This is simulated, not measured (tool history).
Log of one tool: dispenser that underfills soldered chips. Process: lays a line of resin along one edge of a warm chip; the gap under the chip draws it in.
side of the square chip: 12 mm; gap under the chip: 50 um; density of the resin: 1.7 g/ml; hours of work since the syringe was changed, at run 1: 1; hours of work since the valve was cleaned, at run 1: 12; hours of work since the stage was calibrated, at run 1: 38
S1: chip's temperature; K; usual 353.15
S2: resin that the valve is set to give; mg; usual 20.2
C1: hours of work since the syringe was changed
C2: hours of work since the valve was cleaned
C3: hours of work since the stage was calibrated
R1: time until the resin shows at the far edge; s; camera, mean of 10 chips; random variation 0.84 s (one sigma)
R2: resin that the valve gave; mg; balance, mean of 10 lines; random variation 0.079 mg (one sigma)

run,day,S1,S2,C1,C2,C3,R1,R2
1,0,353.15,20.2,1,12,38,88,19.97
2,0.204,353.15,20.2,5,15,42,118,19.91
3,0.392,353.15,20.2,9,19,45,156.7,19.82
# day 0.496: new syringe of resin
4,0.533,360.15,20.2,1,22,48,58.1,19.96
5,0.842,360.15,20.2,7,27,54,92.7,19.83
# day 1.054: new syringe of resin
6,1.054,353.15,20.2,0,31,57,81.4,19.82
7,1.238,353.15,20.2,3,35,61,104.3,19.73
8,1.521,353.15,20.2,9,40,66,155.5,19.67
# day 1.638: new syringe of resin
9,1.688,353.15,20.2,1,43,69,87.5,19.69
10,1.883,353.15,20.2,5,47,73,116.1,19.58
11,2.112,353.15,20.2,9,51,77,158.9,19.51
# day 2.196: new syringe of resin
12,2.288,368.15,20.2,2,54,80,43.9,19.45
13,2.567,353.15,21.6,7,59,86,136,20.78
# day 2.754: new syringe of resin
14,2.875,353.15,21.6,2,65,91,98.4,20.78
15,3.004,353.15,21.6,5,68,94,117.9,20.68
16,3.154,353.15,21.6,8,70,97,142.1,20.76
17,3.292,353.15,26,10,73,99,176,24.71
# day 3.321: new syringe of resin
# day 3.467: dispensing valve cleaned and set on the balance
18,3.65,353.15,26,5,3,105,123.3,25.98
19,3.779,353.15,26,8,6,107,147.6,25.91
# day 3.921: new syringe of resin
20,4.05,343.15,23.2,2,11,112,162.7,22.98
21,4.367,353.15,22,8,17,118,149.8,21.83
# day 4.479: new syringe of resin
22,4.588,353.15,22,2,21,122,97.4,21.64
23,4.9,366.15,18.7,8,27,128,80.7,18.5
# day 5.046: new syringe of resin
24,5.154,366.15,18.7,2,31,133,51.2,18.38
25,5.383,365.15,18.5,6,36,137,75.8,18.16
# day 5.612: new syringe of resin
26,5.638,368.15,17.7,0,40,142,41.9,17.17
27,5.767,355.15,18.5,3,43,144,95.3,17.78
28,5.917,346.15,17.4,6,46,147,191.4,16.87
29,6.079,364.15,19.7,9,49,150,94.5,19.01
# day 6.192: new syringe of resin
30,6.392,364.15,19.7,4,54,156,65,19.1
31,6.675,364.15,19.7,9,60,161,96,19.06
# day 6.758: new syringe of resin
32,6.929,342.15,23.2,3,64,166,189.2,22.27
33,7.1,342.15,20.2,7,68,169,242.2,19.19
34,7.262,341.15,17.7,10,71,172,331.5,16.82
# day 7.317: new syringe of resin
# day 7.558: dispensing valve cleaned and set on the balance
35,7.604,348.15,17.7,5,1,178,155.7,17.64

Some steps in R1 between neighbouring runs. How much of each would the tool show without its hidden state too (settings, what came in, random variation), and how much is left for the hidden state, with any gauge scatter that isn't in both results?
The hidden state here: resin's viscosity, % of fresh resin's; dose that the valve gives, % of what is set; true chip temperature over the reading, C; drift of the gauge itself on fill_s, %; drift of the gauge itself on given_mg, %.
Run 3 -> 4: S1 353.15 -> 360.15, new syringe of resin. R1 -98.6 s: hidden state -73.3, all else -25.3.
Run 11 -> 12: S1 353.15 -> 368.15, new syringe of resin. R1 -115 s: hidden state -75.4, all else -39.6.
Run 33 -> 34: S1 342.15 -> 341.15, S2 20.2 -> 17.7. R1 +89.3 s: hidden state +78.3, all else +11.
Run 34 -> 35: S1 341.15 -> 348.15, new syringe of resin, dispensing valve cleaned and set on the balance. R1 -175.8 s: hidden state -130, all else -45.8.
